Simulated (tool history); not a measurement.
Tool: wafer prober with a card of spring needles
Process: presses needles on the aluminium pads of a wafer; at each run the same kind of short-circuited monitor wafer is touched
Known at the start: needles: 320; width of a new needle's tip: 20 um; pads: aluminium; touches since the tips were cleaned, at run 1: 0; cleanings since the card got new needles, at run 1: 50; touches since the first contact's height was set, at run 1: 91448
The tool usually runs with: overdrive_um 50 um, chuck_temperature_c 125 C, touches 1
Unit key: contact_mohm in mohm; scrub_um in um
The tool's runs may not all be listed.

run	hour	overdrive_um	chuck_temperature_c	touches	touches since the tips were cleaned	cleanings since the card got new needles	touches since the first contact's height was set	contact_mohm	scrub_um
1	0	50	125	1	0	50	91448	242	12.76
# hour 6.8: tips cleaned on abrasive film
2	11.1	50	125	1	1078	51	94237	244	12.79
# hour 13.6: tips cleaned on abrasive film
3	16.6	50	125	1	758	52	95608	246	12.78
# hour 20.5: tips cleaned on abrasive film
4	21.2	50	125	1	197	53	96761	245	12.71
5	25.9	50	38	1	1386	53	97950	224	12.79
# hour 26.9: tips cleaned on abrasive film
6	31.4	38	38	1	1132	54	99308	229	9.69
# hour 33.5: tips cleaned on abrasive film
# hour 40: tips cleaned on abrasive film
7	40	50	125	3	0	56	101430	247	12.67
8	44.5	50	29	1	1160	56	102590	220	12.82
# hour 46.5: tips cleaned on abrasive film
# hour 53.1: tips cleaned on abrasive film
9	54.5	50	29	1	339	58	105063	223	12.7
# hour 60.4: tips cleaned on abrasive film
# hour 61.3: height of the first contact set anew
10	63.6	50	29	1	737	59	580	222	12.71
# hour 67.2: tips cleaned on abrasive film
11	71	50	125	1	941	60	2427	250	12.85
# hour 74: tips cleaned on abrasive film
12	76.4	41	69	2	605	61	3778	238	10.39
# hour 80.6: tips cleaned on abrasive film
# hour 86.9: tips cleaned on abrasive film
13	87.2	41	69	2	84	63	6476	233	10.58
14	92.9	63	40	1	1532	63	7924	221	16.06
# hour 93.9: tips cleaned on abrasive film
# hour 100.7: tips cleaned on abrasive film
15	103.8	45	113	1	788	65	10630	243	11.57
# hour 107.1: tips cleaned on abrasive film
16	109.1	45	113	1	505	66	11942	244	11.47
# hour 113.4: tips cleaned on abrasive film
17	113.6	45	113	1	66	67	13078	243	11.55
18	118.7	65	52	1	1354	67	14366	224	16.52
# hour 120.3: tips cleaned on abrasive film
# hour 126.7: tips cleaned on abrasive film
19	127.5	65	52	1	210	69	16543	226	16.6
20	132.1	65	52	1	1382	69	17715	230	16.68
# hour 133: tips cleaned on abrasive film
# hour 140: tips cleaned on abrasive film
21	140.1	65	52	1	16	71	19685	223	16.39
# hour 146.7: tips cleaned on abrasive film
22	147.4	70	63	1	165	72	21502	230	18.09

Forecast each of these 4 alternatives for the next run:
# hour 153.2: tips cleaned on abrasive film
A	154.5	41	125	2	330	73	23297	?	?
# hour 153.2: tips cleaned on abrasive film
B	154.5	44	95	1	330	73	23297	?	?
# hour 153.2: tips cleaned on abrasive film
C	154.5	37	58	1	330	73	23297	?	?
# hour 153.2: tips cleaned on abrasive film
D	154.5	62	76	1	330	73	23297	?	?

run	contact_mohm	scrub_um
A	250	10.31
B	239	11.37
C	234	9.5
D	229	15.96
The same runs, with their run-to-run variation unchanged, on a tool lacking any hidden condition would have given:
run	contact_mohm	scrub_um
A	250	10.31
B	239	11.37
C	234	9.5
D	228	15.96
